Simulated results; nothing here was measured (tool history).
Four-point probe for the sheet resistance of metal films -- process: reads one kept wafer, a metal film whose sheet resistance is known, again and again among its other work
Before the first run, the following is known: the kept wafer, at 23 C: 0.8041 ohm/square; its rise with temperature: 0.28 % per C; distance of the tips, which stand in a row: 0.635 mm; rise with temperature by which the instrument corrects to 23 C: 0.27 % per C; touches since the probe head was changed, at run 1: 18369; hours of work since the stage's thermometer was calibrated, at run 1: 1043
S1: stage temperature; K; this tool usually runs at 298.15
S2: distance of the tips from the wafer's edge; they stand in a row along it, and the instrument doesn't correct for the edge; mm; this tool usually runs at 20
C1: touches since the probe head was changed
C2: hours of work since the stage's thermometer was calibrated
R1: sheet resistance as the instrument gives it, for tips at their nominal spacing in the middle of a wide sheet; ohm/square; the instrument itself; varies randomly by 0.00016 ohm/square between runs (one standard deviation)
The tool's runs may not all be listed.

{"run": 1, "hour": 0.0, "S1": 298.15, "S2": 20, "C1": 18369, "C2": 1043, "R1": 0.810721}
{"run": 2, "hour": 35.5, "S1": 298.15, "S2": 20, "C1": 19116, "C2": 1061, "R1": 0.810323}
{"run": 3, "hour": 72.9, "S1": 298.15, "S2": 20, "C1": 19904, "C2": 1079, "R1": 0.810626}
{"run": 4, "hour": 112.0, "S1": 298.15, "S2": 68, "C1": 20725, "C2": 1098, "R1": 0.810037}
{"run": 5, "hour": 155.0, "S1": 294.15, "S2": 20, "C1": 21631, "C2": 1119, "R1": 0.810249}
{"run": 6, "hour": 202.1, "S1": 294.15, "S2": 20, "C1": 22622, "C2": 1142, "R1": 0.810611}
{"run": 7, "hour": 252.8, "S1": 298.15, "S2": 21, "C1": 23688, "C2": 1167, "R1": 0.811025}
{"run": 8, "hour": 310.1, "S1": 298.15, "S2": 20, "C1": 24895, "C2": 1195, "R1": 0.810997}
{"run": 9, "hour": 351.1, "S1": 298.15, "S2": 11, "C1": 25757, "C2": 1215, "R1": 0.812035}
{"run": 10, "hour": 419.4, "S1": 303.15, "S2": 8, "C1": 27193, "C2": 1249, "R1": 0.813906}
{"run": 11, "hour": 467.0, "S1": 303.15, "S2": 8, "C1": 28196, "C2": 1272, "R1": 0.813929}
{"run": 12, "hour": 500.8, "S1": 303.15, "S2": 8, "C1": 28906, "C2": 1288, "R1": 0.81391}
{"run": 13, "hour": 547.5, "S1": 303.15, "S2": 20, "C1": 29888, "C2": 1311, "R1": 0.811714}
{"run": 14, "hour": 599.1, "S1": 295.15, "S2": 20, "C1": 30976, "C2": 1337, "R1": 0.811246}
{"run": 15, "hour": 647.5, "S1": 293.15, "S2": 5, "C1": 31992, "C2": 1360, "R1": 0.81751}
{"run": 16, "hour": 711.6, "S1": 303.15, "S2": 12, "C1": 33342, "C2": 1392, "R1": 0.812841}
{"run": 17, "hour": 752.6, "S1": 300.15, "S2": 30, "C1": 34205, "C2": 1412, "R1": 0.811293}
{"run": 18, "hour": 787.6, "S1": 298.15, "S2": 26, "C1": 34942, "C2": 1429, "R1": 0.811764}

Forecast each of these 4 alternatives for the next run:
{"run": "A", "hour": 857.4, "S1": 293.15, "S2": 6, "C1": 36410, "C2": 1463, "R1": "?"}
{"run": "B", "hour": 857.4, "S1": 298.15, "S2": 63, "C1": 36410, "C2": 1463, "R1": "?"}
{"run": "C", "hour": 857.4, "S1": 298.15, "S2": 32, "C1": 36410, "C2": 1463, "R1": "?"}
{"run": "D", "hour": 857.4, "S1": 302.15, "S2": 30, "C1": 36410, "C2": 1463, "R1": "?"}

run=A R1=0.81614
run=B R1=0.811401
run=C R1=0.811616
run=D R1=0.812076
Stripped of hidden state, with their random variation kept, the same runs would have yielded:
run=A R1=0.808883
run=B R1=0.804193
run=C R1=0.804405
run=D R1=0.804869
